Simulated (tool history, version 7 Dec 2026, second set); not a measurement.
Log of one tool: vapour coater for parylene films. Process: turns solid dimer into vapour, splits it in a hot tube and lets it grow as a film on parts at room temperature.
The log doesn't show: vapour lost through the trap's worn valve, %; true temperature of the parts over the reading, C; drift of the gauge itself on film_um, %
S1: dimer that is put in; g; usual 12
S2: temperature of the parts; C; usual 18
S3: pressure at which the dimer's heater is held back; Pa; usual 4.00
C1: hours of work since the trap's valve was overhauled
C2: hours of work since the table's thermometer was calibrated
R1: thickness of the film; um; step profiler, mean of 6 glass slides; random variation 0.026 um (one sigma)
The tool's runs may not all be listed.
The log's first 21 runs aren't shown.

{"run": 22, "hour": 299.9, "S1": 15, "S2": 15, "S3": 10.39, "C1": 203, "C2": 336, "R1": 2.92}
{"run": 23, "hour": 315.4, "S1": 9, "S2": 18, "S3": 4.8, "C1": 213, "C2": 347, "R1": 1.79}
{"run": 24, "hour": 327.3, "S1": 12, "S2": 14, "S3": 4.0, "C1": 221, "C2": 355, "R1": 2.59}
{"hour": 339.9, "done": "trap's valve overhauled"}
{"run": 25, "hour": 339.9, "S1": 12, "S2": 17, "S3": 2.91, "C1": 0, "C2": 361, "R1": 2.57}
{"run": 26, "hour": 357.1, "S1": 6, "S2": 14, "S3": 2.91, "C1": 12, "C2": 372, "R1": 1.37}
{"run": 27, "hour": 375.4, "S1": 9, "S2": 23, "S3": 2.95, "C1": 24, "C2": 385, "R1": 1.69}
{"run": 28, "hour": 392.4, "S1": 9, "S2": 26, "S3": 2.95, "C1": 35, "C2": 396, "R1": 1.58}
{"run": 29, "hour": 412.2, "S1": 9, "S2": 26, "S3": 2.95, "C1": 49, "C2": 410, "R1": 1.62}
{"run": 30, "hour": 425.8, "S1": 11, "S2": 18, "S3": 4.62, "C1": 58, "C2": 419, "R1": 2.19}
{"run": 31, "hour": 434.1, "S1": 14, "S2": 18, "S3": 8.05, "C1": 64, "C2": 425, "R1": 2.65}
{"run": 32, "hour": 444.6, "S1": 14, "S2": 14, "S3": 10.17, "C1": 71, "C2": 432, "R1": 2.83}
{"run": 33, "hour": 460.1, "S1": 14, "S2": 14, "S3": 10.17, "C1": 81, "C2": 442, "R1": 2.84}
{"run": 34, "hour": 475.0, "S1": 7, "S2": 18, "S3": 10.17, "C1": 91, "C2": 452, "R1": 1.31}
{"run": 35, "hour": 486.3, "S1": 7, "S2": 18, "S3": 10.17, "C1": 99, "C2": 460, "R1": 1.33}
{"run": 36, "hour": 495.6, "S1": 14, "S2": 18, "S3": 4.59, "C1": 105, "C2": 466, "R1": 2.76}
{"run": 37, "hour": 510.4, "S1": 12, "S2": 18, "S3": 7.57, "C1": 115, "C2": 476, "R1": 2.24}
{"run": 38, "hour": 524.2, "S1": 7, "S2": 13, "S3": 4.0, "C1": 125, "C2": 485, "R1": 1.61}
{"run": 39, "hour": 540.1, "S1": 7, "S2": 21, "S3": 8.17, "C1": 135, "C2": 496, "R1": 1.26}
{"run": 40, "hour": 558.4, "S1": 11, "S2": 25, "S3": 11.73, "C1": 148, "C2": 509, "R1": 1.75}

Forecast each of these 3 alternatives for the next run:
{"run": "A", "hour": 568.9, "S1": 5, "S2": 12, "S3": 4.0, "C1": 155, "C2": 516, "R1": "?"}
{"run": "B", "hour": 568.9, "S1": 8, "S2": 12, "S3": 2.1, "C1": 155, "C2": 516, "R1": "?"}
{"run": "C", "hour": 568.9, "S1": 8, "S2": 18, "S3": 5.04, "C1": 155, "C2": 516, "R1": "?"}

run=A R1=1.12
run=B R1=1.90
run=C R1=1.59
Without the tool's hidden state the same runs would have given:
run=A R1=1.12
run=B R1=1.91
run=C R1=1.60

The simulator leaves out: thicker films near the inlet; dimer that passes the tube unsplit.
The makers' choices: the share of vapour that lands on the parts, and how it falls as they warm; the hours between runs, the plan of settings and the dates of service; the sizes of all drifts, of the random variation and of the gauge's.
